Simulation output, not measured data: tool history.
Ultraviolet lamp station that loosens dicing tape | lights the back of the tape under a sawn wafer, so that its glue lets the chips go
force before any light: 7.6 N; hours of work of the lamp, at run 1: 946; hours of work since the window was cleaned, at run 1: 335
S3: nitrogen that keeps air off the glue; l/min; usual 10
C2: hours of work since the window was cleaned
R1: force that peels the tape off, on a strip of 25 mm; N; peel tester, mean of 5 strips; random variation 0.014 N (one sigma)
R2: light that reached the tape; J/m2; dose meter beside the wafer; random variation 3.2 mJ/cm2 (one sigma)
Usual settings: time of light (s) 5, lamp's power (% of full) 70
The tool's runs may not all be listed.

run 1 hour=0 | time_of_light_(s)=5 lamp's_power_(%_of_full)=70 S3=10 | hours_of_work_of_the_lamp=946 C2=335 | R1=0.664 R2=4830
run 2 hour=18.9 | time_of_light_(s)=5 lamp's_power_(%_of_full)=70 S3=10 | hours_of_work_of_the_lamp=960 C2=349 | R1=0.676 R2=4880
run 3 hour=53.2 | time_of_light_(s)=5 lamp's_power_(%_of_full)=87 S3=10 | hours_of_work_of_the_lamp=984 C2=373 | R1=0.39 R2=6030
run 4 hour=84.9 | time_of_light_(s)=5 lamp's_power_(%_of_full)=70 S3=10 | hours_of_work_of_the_lamp=1006 C2=395 | R1=0.656 R2=4850
run 5 hour=113.6 | time_of_light_(s)=5 lamp's_power_(%_of_full)=70 S3=8 | hours_of_work_of_the_lamp=1026 C2=415 | R1=0.749 R2=4910
run 6 hour=136.1 | time_of_light_(s)=5 lamp's_power_(%_of_full)=70 S3=8 | hours_of_work_of_the_lamp=1042 C2=431 | R1=0.771 R2=4850
run 7 hour=172.5 | time_of_light_(s)=5 lamp's_power_(%_of_full)=70 S3=10 | hours_of_work_of_the_lamp=1068 C2=457 | R1=0.66 R2=4920
run 8 hour=208.2 | time_of_light_(s)=5 lamp's_power_(%_of_full)=70 S3=10 | hours_of_work_of_the_lamp=1093 C2=482 | R1=0.62 R2=4880
run 9 hour=225.9 | time_of_light_(s)=5 lamp's_power_(%_of_full)=70 S3=10 | hours_of_work_of_the_lamp=1105 C2=494 | R1=0.663 R2=4850
run 10 hour=244.1 | time_of_light_(s)=5 lamp's_power_(%_of_full)=70 S3=10 | hours_of_work_of_the_lamp=1118 C2=507 | R1=0.679 R2=4830
run 11 hour=280.3 | time_of_light_(s)=5 lamp's_power_(%_of_full)=81 S3=10 | hours_of_work_of_the_lamp=1143 C2=532 | R1=0.473 R2=5660
run 12 hour=299.1 | time_of_light_(s)=5 lamp's_power_(%_of_full)=81 S3=10 | hours_of_work_of_the_lamp=1157 C2=546 | R1=0.461 R2=5660
run 13 hour=322 | time_of_light_(s)=5 lamp's_power_(%_of_full)=81 S3=10 | hours_of_work_of_the_lamp=1173 C2=562 | R1=0.469 R2=5670
run 14 hour=352.1 | time_of_light_(s)=5 lamp's_power_(%_of_full)=70 S3=10 | hours_of_work_of_the_lamp=1194 C2=583 | R1=0.65 R2=4880
run 15 hour=382.8 | time_of_light_(s)=5 lamp's_power_(%_of_full)=70 S3=10 | hours_of_work_of_the_lamp=1216 C2=604 | R1=0.683 R2=4900
-- hour=394.5 window cleaned of glue's vapour
run 16 hour=417.5 | time_of_light_(s)=3 lamp's_power_(%_of_full)=70 S3=10 | hours_of_work_of_the_lamp=1240 C2=16 | R1=1.654 R2=2910
run 17 hour=448.3 | time_of_light_(s)=5 lamp's_power_(%_of_full)=70 S3=3 | hours_of_work_of_the_lamp=1261 C2=38 | R1=1.443 R2=4870
run 18 hour=473.9 | time_of_light_(s)=5 lamp's_power_(%_of_full)=70 S3=10 | hours_of_work_of_the_lamp=1279 C2=56 | R1=0.656 R2=4870
run 19 hour=497.5 | time_of_light_(s)=5 lamp's_power_(%_of_full)=70 S3=10 | hours_of_work_of_the_lamp=1296 C2=72 | R1=0.643 R2=4950
run 20 hour=530.5 | time_of_light_(s)=5 lamp's_power_(%_of_full)=71 S3=10 | hours_of_work_of_the_lamp=1319 C2=96 | R1=0.641 R2=4930
run 21 hour=550.6 | time_of_light_(s)=5 lamp's_power_(%_of_full)=75 S3=10 | hours_of_work_of_the_lamp=1333 C2=110 | R1=0.559 R2=5230
run 22 hour=585.9 | time_of_light_(s)=5 lamp's_power_(%_of_full)=70 S3=10 | hours_of_work_of_the_lamp=1358 C2=135 | R1=0.642 R2=4860
run 23 hour=617 | time_of_light_(s)=5 lamp's_power_(%_of_full)=87 S3=16 | hours_of_work_of_the_lamp=1380 C2=156 | R1=0.299 R2=6100
run 24 hour=646.9 | time_of_light_(s)=9 lamp's_power_(%_of_full)=70 S3=10 | hours_of_work_of_the_lamp=1401 C2=177 | R1=0.209 R2=8750
run 25 hour=667.9 | time_of_light_(s)=9 lamp's_power_(%_of_full)=70 S3=10 | hours_of_work_of_the_lamp=1416 C2=192 | R1=0.2 R2=8830
run 26 hour=701.5 | time_of_light_(s)=9 lamp's_power_(%_of_full)=86 S3=10 | hours_of_work_of_the_lamp=1439 C2=216 | R1=0.173 R2=10830
run 27 hour=724.8 | time_of_light_(s)=9 lamp's_power_(%_of_full)=86 S3=10 | hours_of_work_of_the_lamp=1456 C2=232 | R1=0.169 R2=10870
run 28 hour=753.9 | time_of_light_(s)=4 lamp's_power_(%_of_full)=82 S3=14 | hours_of_work_of_the_lamp=1476 C2=253 | R1=0.615 R2=4550
run 29 hour=777.7 | time_of_light_(s)=3 lamp's_power_(%_of_full)=70 S3=18 | hours_of_work_of_the_lamp=1493 C2=269 | R1=1.258 R2=2910
run 30 hour=811.5 | time_of_light_(s)=6 lamp's_power_(%_of_full)=92 S3=10 | hours_of_work_of_the_lamp=1517 C2=293 | R1=0.251 R2=7700
run 31 hour=840.2 | time_of_light_(s)=4 lamp's_power_(%_of_full)=62 S3=6 | hours_of_work_of_the_lamp=1537 C2=313 | R1=1.671 R2=3420
run 32 hour=868.4 | time_of_light_(s)=9 lamp's_power_(%_of_full)=69 S3=6 | hours_of_work_of_the_lamp=1557 C2=333 | R1=0.287 R2=8670
run 33 hour=897.7 | time_of_light_(s)=3 lamp's_power_(%_of_full)=61 S3=7 | hours_of_work_of_the_lamp=1577 C2=354 | R1=2.285 R2=2550
run 34 hour=914.1 | time_of_light_(s)=7 lamp's_power_(%_of_full)=75 S3=5 | hours_of_work_of_the_lamp=1589 C2=365 | R1=0.441 R2=7340
run 35 hour=941.1 | time_of_light_(s)=4 lamp's_power_(%_of_full)=81 S3=11 | hours_of_work_of_the_lamp=1608 C2=384 | R1=0.713 R2=4520
run 36 hour=963.2 | time_of_light_(s)=2 lamp's_power_(%_of_full)=77 S3=6 | hours_of_work_of_the_lamp=1623 C2=400 | R1=2.87 R2=2160
run 37 hour=983.2 | time_of_light_(s)=3 lamp's_power_(%_of_full)=76 S3=16 | hours_of_work_of_the_lamp=1637 C2=414 | R1=1.168 R2=3180
run 38 hour=1004.6 | time_of_light_(s)=3 lamp's_power_(%_of_full)=76 S3=16 | hours_of_work_of_the_lamp=1652 C2=429 | R1=1.152 R2=3160
run 39 hour=1037 | time_of_light_(s)=9 lamp's_power_(%_of_full)=96 S3=3 | hours_of_work_of_the_lamp=1675 C2=452 | R1=0.238 R2=11990
run 40 hour=1052.2 | time_of_light_(s)=5 lamp's_power_(%_of_full)=94 S3=12 | hours_of_work_of_the_lamp=1686 C2=462 | R1=0.31 R2=6590
run 41 hour=1085.7 | time_of_light_(s)=5 lamp's_power_(%_of_full)=94 S3=12 | hours_of_work_of_the_lamp=1709 C2=486 | R1=0.31 R2=6530
run 42 hour=1108.7 | time_of_light_(s)=2 lamp's_power_(%_of_full)=71 S3=8 | hours_of_work_of_the_lamp=1726 C2=502 | R1=2.986 R2=2010
run 43 hour=1134.8 | time_of_light_(s)=2 lamp's_power_(%_of_full)=71 S3=8 | hours_of_work_of_the_lamp=1744 C2=520 | R1=2.8 R2=1980

4 ways to go on from here, each from the tool as it stands after run 43. What would each give?
run A hour=1169.1 | time_of_light_(s)=5 lamp's_power_(%_of_full)=98 S3=12 | hours_of_work_of_the_lamp=1768 C2=545 | R1=? R2=?
run B hour=1169.1 | time_of_light_(s)=3 lamp's_power_(%_of_full)=94 S3=8 | hours_of_work_of_the_lamp=1768 C2=545 | R1=? R2=?
run C hour=1169.1 | time_of_light_(s)=3 lamp's_power_(%_of_full)=71 S3=3 | hours_of_work_of_the_lamp=1768 C2=545 | R1=? R2=?
run D hour=1169.1 | time_of_light_(s)=2 lamp's_power_(%_of_full)=93 S3=3 | hours_of_work_of_the_lamp=1768 C2=545 | R1=? R2=?

run=A R1=0.286 R2=6770
run=B R1=1.158 R2=3930
run=C R1=2.804 R2=3000
run=D R1=3.08 R2=2590
Without the tool's hidden state the same runs would have given:
run=A R1=0.284 R2=6800
run=B R1=1.149 R2=3950
run=C R1=2.792 R2=3010
run=D R1=3.068 R2=2600

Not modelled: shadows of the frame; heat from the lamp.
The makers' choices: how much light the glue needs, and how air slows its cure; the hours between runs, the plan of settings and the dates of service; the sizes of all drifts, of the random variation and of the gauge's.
